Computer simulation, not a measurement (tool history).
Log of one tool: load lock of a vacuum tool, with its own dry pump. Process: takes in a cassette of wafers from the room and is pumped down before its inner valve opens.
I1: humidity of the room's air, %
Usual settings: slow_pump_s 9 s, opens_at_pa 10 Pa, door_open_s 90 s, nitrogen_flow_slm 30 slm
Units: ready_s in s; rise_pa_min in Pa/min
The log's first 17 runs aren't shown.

Run 18, day 328.617: usual settings; I1 45.0. Result: ready_s 17.3 s, rise_pa_min 0.176 Pa/min.
Run 19, day 346.779: usual settings but slow_pump_s 7 s, opens_at_pa 17 Pa, door_open_s 141 s; I1 45.6. Result: ready_s 15.3 s, rise_pa_min 0.192 Pa/min.
Run 20, day 368.100: usual settings but nitrogen_flow_slm 5 slm; I1 44.5. Result: ready_s 17.3 s, rise_pa_min 0.235 Pa/min.
Run 21, day 390.471: usual settings but nitrogen_flow_slm 5 slm; I1 45.1. Result: ready_s 17.5 s, rise_pa_min 0.238 Pa/min.
Run 22, day 401.575: usual settings but slow_pump_s 13 s, opens_at_pa 9 Pa, door_open_s 49 s; I1 48.2. Result: ready_s 20.5 s, rise_pa_min 0.170 Pa/min.
Run 23, day 421.262: usual settings but slow_pump_s 7 s, door_open_s 89 s, nitrogen_flow_slm 41 slm; I1 49.3. Result: ready_s 16.2 s, rise_pa_min 0.182 Pa/min.
Run 24, day 445.150: usual settings but slow_pump_s 6 s, opens_at_pa 9 Pa, door_open_s 202 s, nitrogen_flow_slm 13 slm; I1 44.9. Result: ready_s 15.6 s, rise_pa_min 0.263 Pa/min.
Run 25, day 463.267: usual settings but slow_pump_s 6 s, opens_at_pa 9 Pa, door_open_s 202 s, nitrogen_flow_slm 12 slm; I1 46.1. Result: ready_s 15.4 s, rise_pa_min 0.268 Pa/min.
Run 26, day 487.825: usual settings but slow_pump_s 7 s, opens_at_pa 9 Pa, door_open_s 34 s, nitrogen_flow_slm 23 slm; I1 45.7. Result: ready_s 16.5 s, rise_pa_min 0.185 Pa/min.
Run 27, day 503.125: usual settings but slow_pump_s 7 s, opens_at_pa 9 Pa, door_open_s 88 s, nitrogen_flow_slm 22 slm; I1 44.7. Result: ready_s 16.4 s, rise_pa_min 0.207 Pa/min.
Run 28, day 529.829: usual settings but slow_pump_s 7 s, opens_at_pa 9 Pa, door_open_s 88 s, nitrogen_flow_slm 22 slm; I1 43.4. Result: ready_s 16.5 s, rise_pa_min 0.213 Pa/min.
Run 29, day 549.942: usual settings but slow_pump_s 8 s, opens_at_pa 8 Pa, door_open_s 66 s; I1 42.9. Result: ready_s 17.2 s, rise_pa_min 0.199 Pa/min.
Run 30, day 570.358: usual settings but slow_pump_s 8 s, opens_at_pa 8 Pa, door_open_s 66 s; I1 44.3. Result: ready_s 17.4 s, rise_pa_min 0.203 Pa/min.
Run 31, day 592.604: usual settings but slow_pump_s 4 s, opens_at_pa 13 Pa, door_open_s 29 s, nitrogen_flow_slm 16 slm; I1 42.7. Result: ready_s 13.9 s, rise_pa_min 0.204 Pa/min.
Run 32, day 609.038: usual settings but slow_pump_s 5 s; I1 46.4. Result: ready_s 15.1 s, rise_pa_min 0.221 Pa/min.
At day 610.342: door's seal changed, seat wiped.
Run 33, day 621.779: usual settings but slow_pump_s 5 s, door_open_s 29 s; I1 45.5. Result: ready_s 15.0 s, rise_pa_min 0.042 Pa/min.

Forecast run 34:
Run 34, day 641.038: usual settings but slow_pump_s 13 s, opens_at_pa 7 Pa, door_open_s 166 s, nitrogen_flow_slm 9 slm; I1 50.7. Result: ready_s ?, rise_pa_min ?.

Run 34 gave ready_s 21.3 s, rise_pa_min 0.157 Pa/min.
Without the tool's hidden state the same run would have given ready_s 20.8 s, rise_pa_min 0.159 Pa/min.

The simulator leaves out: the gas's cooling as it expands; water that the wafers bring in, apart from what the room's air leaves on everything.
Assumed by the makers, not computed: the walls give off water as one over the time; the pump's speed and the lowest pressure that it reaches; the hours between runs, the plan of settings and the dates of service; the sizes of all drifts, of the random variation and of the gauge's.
